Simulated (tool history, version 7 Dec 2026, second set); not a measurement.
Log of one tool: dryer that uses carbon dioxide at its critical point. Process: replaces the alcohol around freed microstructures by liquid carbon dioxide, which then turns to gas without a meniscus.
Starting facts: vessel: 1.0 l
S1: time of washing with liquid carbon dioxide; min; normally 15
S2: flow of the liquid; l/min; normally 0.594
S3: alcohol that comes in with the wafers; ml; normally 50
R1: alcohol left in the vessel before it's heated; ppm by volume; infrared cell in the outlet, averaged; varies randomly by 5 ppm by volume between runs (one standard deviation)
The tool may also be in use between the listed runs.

Run 1, day 0.000: usual settings. Result: R1 111 ppm by volume.
Run 2, day 1.250: usual settings. Result: R1 113 ppm by volume.
Run 3, day 2.992: usual settings but S3 58 ml. Result: R1 127 ppm by volume.
Run 4, day 4.596: usual settings but S2 0.645 l/min, S3 58 ml. Result: R1 127 ppm by volume.
Run 5, day 6.121: usual settings but S2 0.645 l/min, S3 58 ml. Result: R1 125 ppm by volume.
Run 6, day 7.246: usual settings but S2 0.645 l/min, S3 58 ml. Result: R1 146 ppm by volume.
Run 7, day 8.421: usual settings but S2 0.645 l/min, S3 58 ml. Result: R1 148 ppm by volume.
Run 8, day 9.725: usual settings but S2 0.436 l/min. Result: R1 378 ppm by volume.
Run 9, day 10.550: usual settings but S2 0.932 l/min. Result: R1 138 ppm by volume.
Run 10, day 12.379: usual settings but S2 0.932 l/min. Result: R1 135 ppm by volume.
Run 11, day 13.921: usual settings but S2 0.932 l/min. Result: R1 151 ppm by volume.
Run 12, day 15.750: usual settings but S2 0.932 l/min. Result: R1 146 ppm by volume.
Run 13, day 16.588: usual settings but S2 0.932 l/min. Result: R1 151 ppm by volume.
Run 14, day 17.900: usual settings but S2 0.982 l/min. Result: R1 148 ppm by volume.
Run 15, day 19.704: usual settings. Result: R1 182 ppm by volume.
Run 16, day 21.450: usual settings but S2 0.482 l/min. Result: R1 276 ppm by volume.
Run 17, day 22.358: usual settings but S1 10 min, S2 0.872 l/min. Result: R1 190 ppm by volume.
Run 18, day 24.288: usual settings but S3 70 ml. Result: R1 221 ppm by volume.
Run 19, day 25.350: usual settings but S1 21 min, S2 0.357 l/min, S3 31 ml. Result: R1 249 ppm by volume.
Run 20, day 27.154: usual settings but S1 21 min, S2 0.357 l/min, S3 31 ml. Result: R1 259 ppm by volume.
Run 21, day 29.079: usual settings but S1 21 min, S2 0.357 l/min, S3 31 ml. Result: R1 268 ppm by volume.
Run 22, day 29.954: usual settings but S1 9 min, S2 0.361 l/min, S3 87 ml. Result: R1 6172 ppm by volume.
Run 23, day 31.742: usual settings but S1 9 min, S2 0.361 l/min, S3 87 ml. Result: R1 6470 ppm by volume.
Run 24, day 33.371: usual settings but S2 0.623 l/min, S3 51 ml. Result: R1 235 ppm by volume.
Run 25, day 35.133: usual settings but S1 13 min, S2 0.623 l/min, S3 85 ml. Result: R1 322 ppm by volume.
Run 26, day 36.554: usual settings but S2 0.559 l/min, S3 60 ml. Result: R1 297 ppm by volume.
Run 27, day 38.183: usual settings but S2 0.559 l/min, S3 60 ml. Result: R1 267 ppm by volume.
Run 28, day 39.721: usual settings but S1 18 min, S2 0.709 l/min, S3 94 ml. Result: R1 222 ppm by volume.
Run 29, day 41.538: usual settings but S1 18 min, S2 0.709 l/min, S3 94 ml. Result: R1 246 ppm by volume.
Run 30, day 43.379: usual settings but S1 18 min, S2 0.383 l/min, S3 21 ml. Result: R1 306 ppm by volume.
Run 31, day 45.208: usual settings but S1 18 min, S2 0.791 l/min, S3 21 ml. Result: R1 269 ppm by volume.

Put back what was entered between runs (2 entries, withheld): which listed runs does each sit between, and how does the hidden state differ from the listed run before to the listed run after?
Logged between run 10 and run 11: inlet filter changed (day 12.600)
  flow that reaches the vessel past the clogged filter, %: 89.5 -> 99.3; alcohol in the recycled carbon dioxide, ppm: 135.7 -> 141.6
  measured less the result without the state, R1: +130 -> +136 ppm by volume
Logged between run 26 and run 27: inlet filter changed (day 37.679)
  flow that reaches the vessel past the clogged filter, %: 89.7 -> 99.4; alcohol in the recycled carbon dioxide, ppm: 227.4 -> 234.1
  measured less the result without the state, R1: +262 -> +234 ppm by volume

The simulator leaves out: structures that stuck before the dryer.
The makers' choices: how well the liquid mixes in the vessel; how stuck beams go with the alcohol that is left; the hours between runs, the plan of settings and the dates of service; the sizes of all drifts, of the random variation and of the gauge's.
